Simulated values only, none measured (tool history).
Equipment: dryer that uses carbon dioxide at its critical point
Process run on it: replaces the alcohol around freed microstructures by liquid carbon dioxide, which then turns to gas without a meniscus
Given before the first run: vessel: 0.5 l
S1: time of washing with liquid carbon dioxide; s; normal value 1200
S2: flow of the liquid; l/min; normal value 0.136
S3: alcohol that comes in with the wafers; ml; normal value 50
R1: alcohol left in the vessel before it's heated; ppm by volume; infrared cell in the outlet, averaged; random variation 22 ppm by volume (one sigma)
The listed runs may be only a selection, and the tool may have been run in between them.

run  hour    S1     S2  S3    R1
  1     0  1200  0.136  50  1474
  2   5.4  1200  0.136  50  1449
  3    11  1200  0.136  23   681
  4  16.5  1020  0.136  23  1304
  5    22  1200  0.086  50  6465
  6    32  1200  0.086  50  6448
  7    41  1200  0.136  50  1553

Run 8 is up next; what results do you expect?
  8  49.2  1200  0.105  50   ?

R1: 3870 ppm by volume
Take away the tool's hidden state, keep the run-to-run variation as it was, and the same run would have given R1 3613 ppm by volume.

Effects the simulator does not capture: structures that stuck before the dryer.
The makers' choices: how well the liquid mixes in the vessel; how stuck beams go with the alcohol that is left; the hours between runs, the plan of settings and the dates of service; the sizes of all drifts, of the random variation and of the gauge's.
